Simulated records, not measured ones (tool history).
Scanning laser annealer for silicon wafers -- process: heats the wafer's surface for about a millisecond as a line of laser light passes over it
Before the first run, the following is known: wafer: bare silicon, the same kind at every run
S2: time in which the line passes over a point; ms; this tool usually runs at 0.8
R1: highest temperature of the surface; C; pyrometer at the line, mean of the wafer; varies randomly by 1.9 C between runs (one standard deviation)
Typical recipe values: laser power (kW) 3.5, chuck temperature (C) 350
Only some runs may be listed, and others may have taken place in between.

run 1 day=0 | laser_power_(kW)=3.5 S2=0.8 chuck_temperature_(C)=350 | R1=1114
run 2 day=1.05 | laser_power_(kW)=3.5 S2=0.759 chuck_temperature_(C)=350 | R1=1097
run 3 day=2.083 | laser_power_(kW)=3.34 S2=0.759 chuck_temperature_(C)=350 | R1=1057
run 4 day=2.867 | laser_power_(kW)=3.34 S2=0.759 chuck_temperature_(C)=350 | R1=1058
run 5 day=3.5 | laser_power_(kW)=3.5 S2=0.8 chuck_temperature_(C)=350 | R1=1114
run 6 day=4.604 | laser_power_(kW)=3.5 S2=0.8 chuck_temperature_(C)=350 | R1=1114
run 7 day=5.538 | laser_power_(kW)=3.5 S2=0.8 chuck_temperature_(C)=325 | R1=1087
run 8 day=6.1 | laser_power_(kW)=3.5 S2=0.8 chuck_temperature_(C)=325 | R1=1086
run 9 day=7.15 | laser_power_(kW)=3.087 S2=0.8 chuck_temperature_(C)=350 | R1=1022
run 10 day=7.992 | laser_power_(kW)=3.087 S2=0.8 chuck_temperature_(C)=350 | R1=1021
run 11 day=8.704 | laser_power_(kW)=3.5 S2=0.892 chuck_temperature_(C)=350 | R1=1158
run 12 day=9.812 | laser_power_(kW)=3.5 S2=0.586 chuck_temperature_(C)=360 | R1=996
run 13 day=10.975 | laser_power_(kW)=3.205 S2=0.632 chuck_temperature_(C)=360 | R1=975
-- day=11.675 window over the wafer cleaned
run 14 day=12.233 | laser_power_(kW)=3.102 S2=0.8 chuck_temperature_(C)=343 | R1=1030
run 15 day=13.046 | laser_power_(kW)=3.102 S2=0.8 chuck_temperature_(C)=343 | R1=1027
run 16 day=13.721 | laser_power_(kW)=3.102 S2=0.8 chuck_temperature_(C)=343 | R1=1025
run 17 day=14.479 | laser_power_(kW)=3.102 S2=0.8 chuck_temperature_(C)=343 | R1=1030
run 18 day=15.529 | laser_power_(kW)=3.619 S2=0.624 chuck_temperature_(C)=367 | R1=1056
run 19 day=16.35 | laser_power_(kW)=3.619 S2=0.624 chuck_temperature_(C)=367 | R1=1061
run 20 day=17.15 | laser_power_(kW)=3.642 S2=0.824 chuck_temperature_(C)=353 | R1=1167
run 21 day=18.179 | laser_power_(kW)=3.642 S2=0.824 chuck_temperature_(C)=353 | R1=1165

A few steps of R1 between consecutive runs. Split each: what settings, incoming material and random variation would produce without the hidden state, and what is left over for the hidden state, along with gauge scatter present in only one of the two compared results (measured, and without hidden state):
Unlogged tool condition in this case: light that passes the window, % of a clean one's; laser's true power over the reading, %; width of the line over the set one, %; drift of the gauge itself on peak_c, C.
Run 10 -> 11: laser power (kW) 3.087 -> 3.5, S2 0.8 -> 0.892. R1 +137 C: hidden state -4, all else +141.
Run 11 -> 12: S2 0.892 -> 0.586, chuck temperature (C) 350 -> 360. R1 -162 C: hidden state +3, all else -165.
Run 13 -> 14: laser power (kW) 3.205 -> 3.102, S2 0.632 -> 0.8, chuck temperature (C) 360 -> 343, window over the wafer cleaned. R1 +55 C: hidden state +10, all else +45.
